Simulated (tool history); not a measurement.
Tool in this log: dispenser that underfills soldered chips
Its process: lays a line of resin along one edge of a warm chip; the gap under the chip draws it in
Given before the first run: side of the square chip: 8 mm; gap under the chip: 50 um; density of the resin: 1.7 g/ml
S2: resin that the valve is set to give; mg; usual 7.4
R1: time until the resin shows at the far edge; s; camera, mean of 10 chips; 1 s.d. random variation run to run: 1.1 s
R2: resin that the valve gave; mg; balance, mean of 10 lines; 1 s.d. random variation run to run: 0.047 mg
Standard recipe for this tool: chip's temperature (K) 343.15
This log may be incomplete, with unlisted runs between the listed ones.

Run 1, day 0: usual settings. Result: R1 133.6 s, R2 7.17 mg.
At day 0.371: new syringe of resin.
Run 2, day 0.65: usual settings. Result: R1 159.7 s, R2 7.04 mg.
At day 0.879: new syringe of resin.
At day 0.996: dispensing valve cleaned and set on the balance.
At day 1.396: new syringe of resin.
Run 3, day 1.396: usual settings. Result: R1 115.4 s, R2 7.34 mg.
At day 1.867: new syringe of resin.
Run 4, day 2.012: usual settings but S2 6.4 mg. Result: R1 146.8 s, R2 6.29 mg.
At day 2.35: new syringe of resin.
Run 5, day 2.433: usual settings but chip's temperature (K) 354.15. Result: R1 72.8 s, R2 7.14 mg.
At day 2.829: new syringe of resin.
Run 6, day 3.1: usual settings but chip's temperature (K) 354.15. Result: R1 88.4 s, R2 7.19 mg.
At day 3.312: new syringe of resin.
Run 7, day 3.575: usual settings but chip's temperature (K) 330.15. Result: R1 331.3 s, R2 7.11 mg.
At day 3.783: new syringe of resin.
Run 8, day 3.871: usual settings but chip's temperature (K) 330.15. Result: R1 278.7 s, R2 7.06 mg.
At day 4.196: dispensing valve cleaned and set on the balance.
Run 9, day 4.217: usual settings but chip's temperature (K) 330.15. Result: R1 387.1 s, R2 7.42 mg.
At day 4.321: new syringe of resin.
Run 10, day 4.679: usual settings but chip's temperature (K) 330.15. Result: R1 367.7 s, R2 7.4 mg.
At day 4.8: new syringe of resin.
At day 5.308: new syringe of resin.
Run 11, day 5.308: usual settings but chip's temperature (K) 347.15. Result: R1 97.1 s, R2 7.4 mg.
Run 12, day 5.729: usual settings but S2 8.39 mg. Result: R1 189.6 s, R2 8.22 mg.
At day 5.804: new syringe of resin.
At day 6.267: new syringe of resin.
Run 13, day 6.325: usual settings but chip's temperature (K) 354.15. Result: R1 74 s, R2 7.23 mg.
Run 14, day 6.708: usual settings. Result: R1 199.3 s, R2 7.19 mg.
At day 6.762: new syringe of resin.
At day 7.233: new syringe of resin.
At day 7.383: dispensing valve cleaned and set on the balance.
Run 15, day 7.388: usual settings. Result: R1 135.3 s, R2 7.4 mg.
At day 7.779: new syringe of resin.
Run 16, day 7.921: usual settings. Result: R1 142.7 s, R2 7.28 mg.
At day 8.258: new syringe of resin.
Run 17, day 8.258: usual settings. Result: R1 123.6 s, R2 7.29 mg.
Run 18, day 8.7: usual settings. Result: R1 201.7 s, R2 7.24 mg.
At day 8.771: new syringe of resin.
At day 9.279: new syringe of resin.
Run 19, day 9.392: usual settings but chip's temperature (K) 332.15, S2 9.45 mg. Result: R1 241.4 s, R2 9.19 mg.
At day 9.796: new syringe of resin.
Run 20, day 9.854: usual settings but chip's temperature (K) 353.15, S2 8.88 mg. Result: R1 74.1 s, R2 8.62 mg.
At day 10.288: new syringe of resin.
Run 21, day 10.429: usual settings but chip's temperature (K) 336.15, S2 7 mg. Result: R1 210.2 s, R2 6.68 mg.
At day 10.558: dispensing valve cleaned and set on the balance.
At day 10.821: new syringe of resin.
Run 22, day 10.908: usual settings but chip's temperature (K) 336.15, S2 7 mg. Result: R1 194.9 s, R2 6.99 mg.
At day 11.288: new syringe of resin.
Run 23, day 11.454: usual settings but chip's temperature (K) 351.15, S2 8 mg. Result: R1 94.4 s, R2 7.87 mg.
At day 11.783: new syringe of resin.
Run 24, day 11.788: usual settings but chip's temperature (K) 339.15. Result: R1 156.2 s, R2 7.33 mg.
At day 12.271: new syringe of resin.
Run 25, day 12.429: usual settings but chip's temperature (K) 332.15, S2 9.27 mg. Result: R1 250.5 s, R2 9.01 mg.
At day 12.75: new syringe of resin.
Run 26, day 12.775: usual settings but chip's temperature (K) 342.15, S2 7.01 mg. Result: R1 135.4 s, R2 6.77 mg.
At day 13.242: new syringe of resin.
Run 27, day 13.242: usual settings but chip's temperature (K) 334.15, S2 6.49 mg. Result: R1 211.3 s, R2 6.24 mg.
At day 13.733: new syringe of resin.
At day 13.775: dispensing valve cleaned and set on the balance.
Run 28, day 13.842: usual settings but chip's temperature (K) 337.15, S2 6.56 mg. Result: R1 195.3 s, R2 6.63 mg.
Run 29, day 14.142: usual settings but chip's temperature (K) 337.15, S2 6.56 mg. Result: R1 268.8 s, R2 6.61 mg.
At day 14.262: new syringe of resin.
Run 30, day 14.592: usual settings but chip's temperature (K) 336.15, S2 7.36 mg. Result: R1 264.7 s, R2 7.22 mg.
At day 14.775: new syringe of resin.
Run 31, day 15.175: usual settings but chip's temperature (K) 335.15, S2 8.01 mg. Result: R1 299.4 s, R2 7.82 mg.
At day 15.292: new syringe of resin.
Run 32, day 15.6: usual settings but chip's temperature (K) 335.15, S2 8.01 mg. Result: R1 264.5 s, R2 7.93 mg.
At day 15.767: new syringe of resin.
Run 33, day 15.996: usual settings but chip's temperature (K) 335.15, S2 6.98 mg. Result: R1 255.2 s, R2 6.86 mg.
At day 16.238: new syringe of resin.
Run 34, day 16.546: usual settings but chip's temperature (K) 335.15, S2 6.98 mg. Result: R1 276 s, R2 6.7 mg.
At day 16.729: new syringe of resin.
At day 16.988: dispensing valve cleaned and set on the balance.
Run 35, day 17.121: usual settings but chip's temperature (K) 335.15, S2 6.98 mg. Result: R1 284 s, R2 6.95 mg.

How would selected steps in R1 from run to run divide? Give the signed amount a tool lacking its hidden state would still show from settings, what came in and random variation, and the signed amount left for the hidden state, including any gauge scatter that is not in both of the compared results.
What the log doesn't record here: resin's viscosity, % of fresh resin's; dose that the valve gives, % of what is set; true chip temperature over the reading, C; drift of the gauge itself on fill_s, %; drift of the gauge itself on given_mg, %.
Run 6 -> 7: chip's temperature (K) 354.15 -> 330.15, new syringe of resin. R1 +242.9 s: hidden state +77.6, all else +165.3.
Run 8 -> 9: dispensing valve cleaned and set on the balance. R1 +108.4 s: hidden state +107.5, all else +0.9.
Run 10 -> 11: chip's temperature (K) 330.15 -> 347.15, new syringe of resin, new syringe of resin. R1 -270.6 s: hidden state -136.6, all else -134.
Run 13 -> 14: chip's temperature (K) 354.15 -> 343.15. R1 +125.3 s: hidden state +79.7, all else +45.6.
Run 19 -> 20: chip's temperature (K) 332.15 -> 353.15, S2 9.45 -> 8.88, new syringe of resin. R1 -167.3 s: hidden state -37.5, all else -129.8.
